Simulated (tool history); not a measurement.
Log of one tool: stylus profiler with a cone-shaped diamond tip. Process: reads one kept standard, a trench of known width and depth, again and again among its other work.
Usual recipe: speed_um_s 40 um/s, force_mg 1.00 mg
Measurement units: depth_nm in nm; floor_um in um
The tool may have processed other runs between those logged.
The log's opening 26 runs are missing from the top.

run	hour	speed_um_s	force_mg	depth_nm	floor_um
27	995.2	49	0.37	1007.62	95.45
# hour 1032.8: height scale calibrated on a step standard, once more
28	1051.0	32	2.25	1014.47	95.76
29	1088.9	51	0.47	1004.88	95.45
30	1133.7	29	1.06	1008.76	95.65
31	1161.8	38	0.51	1005.56	95.58
32	1201.8	18	1.38	1010.61	95.77
33	1256.4	18	1.38	1010.91	95.70
34	1301.3	29	0.41	1004.41	95.70

Here are 4 independent what-if runs from the current tool condition. What would each one return?
A	1334.0	42	0.45	?	?
B	1334.0	44	0.85	?	?
C	1334.0	40	2.26	?	?
D	1334.0	38	0.89	?	?

run	depth_nm	floor_um
A	1005.02	95.50
B	1007.48	95.55
C	1014.66	95.70
D	1008.21	95.59
Without the tool's unlogged condition, the same runs would have read:
run	depth_nm	floor_um
A	1004.82	95.71
B	1007.28	95.75
C	1014.46	95.90
D	1008.02	95.79

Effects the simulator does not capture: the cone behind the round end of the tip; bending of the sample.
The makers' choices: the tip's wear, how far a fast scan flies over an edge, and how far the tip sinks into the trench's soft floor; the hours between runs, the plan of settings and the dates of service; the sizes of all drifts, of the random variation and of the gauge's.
